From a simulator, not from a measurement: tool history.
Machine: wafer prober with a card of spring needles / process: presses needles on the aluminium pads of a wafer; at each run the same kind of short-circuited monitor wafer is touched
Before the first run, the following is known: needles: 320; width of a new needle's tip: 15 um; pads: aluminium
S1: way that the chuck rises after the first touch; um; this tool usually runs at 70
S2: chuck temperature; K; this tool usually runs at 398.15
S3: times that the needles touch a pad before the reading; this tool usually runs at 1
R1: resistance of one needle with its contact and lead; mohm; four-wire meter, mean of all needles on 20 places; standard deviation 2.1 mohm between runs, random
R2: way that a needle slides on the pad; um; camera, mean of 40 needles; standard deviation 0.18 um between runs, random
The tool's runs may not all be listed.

run     day  S1      S2  S3   R1     R2
  1   0.000  70  398.15   1  290  17.46
      0.133  -- tips cleaned on abrasive film
      0.658  -- tips cleaned on abrasive film
      1.183  -- tips cleaned on abrasive film
      1.704  -- tips cleaned on abrasive film
      2.229  -- tips cleaned on abrasive film
  2   2.588  70  398.15   1  284  17.50
      2.850  -- tips cleaned on abrasive film
      3.375  -- tips cleaned on abrasive film
      3.896  -- tips cleaned on abrasive film
      4.421  -- tips cleaned on abrasive film
      4.942  -- tips cleaned on abrasive film
      5.596  -- tips cleaned on abrasive film
      6.121  -- tips cleaned on abrasive film
  3   6.225  70  398.15   1  275  17.20
      6.750  -- tips cleaned on abrasive film
      7.404  -- tips cleaned on abrasive film
      7.929  -- tips cleaned on abrasive film
      8.579  -- tips cleaned on abrasive film
      9.233  -- tips cleaned on abrasive film
  4   9.479  57  398.15   1  313  13.87
      9.871  -- tips cleaned on abrasive film
     10.396  -- tips cleaned on abrasive film
     10.921  -- tips cleaned on abrasive film
     11.575  -- tips cleaned on abrasive film
     12.225  -- tips cleaned on abrasive film
  5  12.250  60  398.15   1  265  14.13
     12.775  -- tips cleaned on abrasive film
     13.175  -- height of the first contact set anew
     13.442  -- tips cleaned on abrasive film
     14.092  -- tips cleaned on abrasive film
     14.617  -- tips cleaned on abrasive film
     15.142  -- tips cleaned on abrasive film
     15.792  -- tips cleaned on abrasive film
  6  15.821  60  398.15   1  264  15.68
     16.346  -- tips cleaned on abrasive film
     17.000  -- tips cleaned on abrasive film
     17.525  -- tips cleaned on abrasive film
     18.179  -- tips cleaned on abrasive film
  7  18.542  60  398.15   1  307  15.39
     18.804  -- tips cleaned on abrasive film
     19.329  -- tips cleaned on abrasive film
     19.979  -- tips cleaned on abrasive film
     20.504  -- tips cleaned on abrasive film
     21.029  -- tips cleaned on abrasive film
     21.679  -- tips cleaned on abrasive film
  8  21.754  60  398.15   1  281  15.20
     22.279  -- tips cleaned on abrasive film
     22.933  -- tips cleaned on abrasive film
     23.583  -- tips cleaned on abrasive film
     24.083  -- card fitted with new needles
     24.738  -- tips cleaned on abrasive film
     25.262  -- tips cleaned on abrasive film
  9  25.538  60  398.15   1  265  15.31
     25.804  -- tips cleaned on abrasive film
     26.458  -- tips cleaned on abrasive film
     26.979  -- tips cleaned on abrasive film
 10  27.458  70  300.15   1  242  17.76
     27.592  -- tips cleaned on abrasive film
     28.117  -- tips cleaned on abrasive film
     28.771  -- tips cleaned on abrasive film
     29.350  -- tips cleaned on abrasive film
 11  29.350  70  300.15   1  216  17.80
     30.004  -- tips cleaned on abrasive film
     30.525  -- tips cleaned on abrasive film
     31.050  -- tips cleaned on abrasive film
     31.704  -- tips cleaned on abrasive film
     32.342  -- tips cleaned on abrasive film
 12  32.342  70  398.15   1  238  17.80
     32.992  -- tips cleaned on abrasive film
     33.517  -- tips cleaned on abrasive film
     34.042  -- tips cleaned on abrasive film
 13  34.217  52  367.15   2  255  13.01
     34.612  -- tips cleaned on abrasive film
     35.133  -- tips cleaned on abrasive film
     35.658  -- tips cleaned on abrasive film
     36.183  -- tips cleaned on abrasive film
     36.833  -- tips cleaned on abrasive film
 14  37.304  52  367.15   2  264  12.71
     37.438  -- tips cleaned on abrasive film
     37.962  -- tips cleaned on abrasive film
     38.488  -- tips cleaned on abrasive film
     39.008  -- tips cleaned on abrasive film
     39.662  -- tips cleaned on abrasive film
     40.317  -- tips cleaned on abrasive film
 15  40.829  85  356.15   2  241  21.17

Run 16 has not been measured yet. What should we expect?
     40.962  -- tips cleaned on abrasive film
     41.617  -- tips cleaned on abrasive film
     42.138  -- tips cleaned on abrasive film
     42.662  -- tips cleaned on abrasive film
     43.188  -- tips cleaned on abrasive film
 16  43.512  52  320.15   2   ?   ?

Run 16 came out at R1 256 mohm, R2 12.46 um.
The same run, on a tool lacking any hidden state, would have yielded R1 222 mohm, R2 13.44 um.
